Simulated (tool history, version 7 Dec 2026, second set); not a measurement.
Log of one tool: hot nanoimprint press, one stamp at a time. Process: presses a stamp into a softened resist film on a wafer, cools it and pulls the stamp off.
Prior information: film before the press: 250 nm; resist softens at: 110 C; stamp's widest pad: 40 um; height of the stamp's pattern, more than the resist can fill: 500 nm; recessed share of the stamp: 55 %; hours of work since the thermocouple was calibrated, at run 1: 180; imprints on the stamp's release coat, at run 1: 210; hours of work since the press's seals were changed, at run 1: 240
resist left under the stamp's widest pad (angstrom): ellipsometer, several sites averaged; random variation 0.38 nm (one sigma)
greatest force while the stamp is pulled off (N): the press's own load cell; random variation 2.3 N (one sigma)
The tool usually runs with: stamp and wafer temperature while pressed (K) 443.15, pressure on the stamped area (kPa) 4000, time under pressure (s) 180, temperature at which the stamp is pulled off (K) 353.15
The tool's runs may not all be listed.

run	hour	stamp and wafer temperature while pressed (K)	pressure on the stamped area (kPa)	time under pressure (s)	temperature at which the stamp is pulled off (K)	hours of work since the thermocouple was calibrated	imprints on the stamp's release coat	hours of work since the press's seals were changed	resist left under the stamp's widest pad (angstrom)	greatest force while the stamp is pulled off (N)
1	0.0	443.15	4000	180	353.15	180	210	240	1355	107
2	35.7	443.15	4000	180	346.15	200	297	259	1350	119
3	69.2	443.15	4000	180	346.15	218	379	278	1352	123
4	123.9	434.15	4000	180	353.15	249	512	308	1753	113
5	169.1	434.15	4000	180	353.15	274	622	333	1755	117
# hour 191.3: plate thermocouple calibrated
6	227.1	434.15	4000	180	353.15	20	756	364	1740	118
7	281.6	443.15	4000	180	353.15	50	889	394	1332	120
8	320.7	443.15	4000	180	353.15	72	985	416	1328	118
9	348.2	443.15	4000	180	353.15	87	1052	431	1332	122
10	388.4	443.15	4000	180	353.15	109	1150	453	1333	124
11	428.1	443.15	4000	180	353.15	131	1246	475	1334	128
# hour 436.5: plate thermocouple calibrated, once more
12	475.8	443.15	3060	180	353.15	22	1355	500	1543	127
13	508.9	443.15	3060	180	353.15	40	1436	518	1549	133
14	562.7	443.15	3060	180	353.15	70	1567	548	1538	133
# hour 584.2: press's hydraulic seals changed and the load cell set to zero
15	607.1	443.15	3060	180	353.15	90	1656	13	1517	131
16	639.7	449.15	2610	199	347.15	108	1735	31	1347	149
17	683.4	448.15	2500	180	343.15	132	1842	55	1452	163
# hour 706.9: stamp cleaned and given a new release coat
18	742.8	450.15	2500	99	343.15	162	87	85	1624	117
19	786.4	447.15	3070	228	347.15	186	193	109	1253	119
20	839.3	442.15	4000	313	353.15	215	323	138	1152	109
21	871.3	442.15	4000	313	354.15	233	400	156	1146	111
22	923.0	442.15	4000	313	354.15	262	527	184	1144	114
23	959.5	442.15	4000	313	354.15	282	616	205	1153	116
# hour 968.1: plate thermocouple calibrated
24	1006.5	442.15	4000	313	354.15	21	723	229	1193	111
25	1046.1	442.15	4000	313	354.15	43	819	251	1196	117
26	1103.4	442.15	5310	313	355.15	75	959	283	1022	120
27	1137.7	443.15	3320	180	341.15	94	1043	302	1497	145
28	1199.3	437.15	5080	126	343.15	128	1193	336	1630	141
29	1259.9	437.15	5080	126	343.15	162	1341	369	1622	148

What if the next run were any one of these 5? Each begins from the tool's condition after run 29:
A	1318.6	443.15	3430	212	356.15	194	1484	402	?	?
B	1318.6	448.15	5750	126	345.15	194	1484	402	?	?
C	1318.6	442.15	5080	174	343.15	194	1484	402	?	?
D	1318.6	437.15	4210	126	343.15	194	1484	402	?	?
E	1318.6	443.15	4000	180	353.15	194	1484	402	?	?

run	resist left under the stamp's widest pad (angstrom)	greatest force while the stamp is pulled off (N)
A	1391	128
B	1085	150
C	1265	147
D	1746	155
E	1370	131
Stripped of hidden state, with their random variation kept, the same runs would have yielded:
run	resist left under the stamp's widest pad (angstrom)	greatest force while the stamp is pulled off (N)
A	1392	100
B	1076	117
C	1259	115
D	1744	121
E	1369	102

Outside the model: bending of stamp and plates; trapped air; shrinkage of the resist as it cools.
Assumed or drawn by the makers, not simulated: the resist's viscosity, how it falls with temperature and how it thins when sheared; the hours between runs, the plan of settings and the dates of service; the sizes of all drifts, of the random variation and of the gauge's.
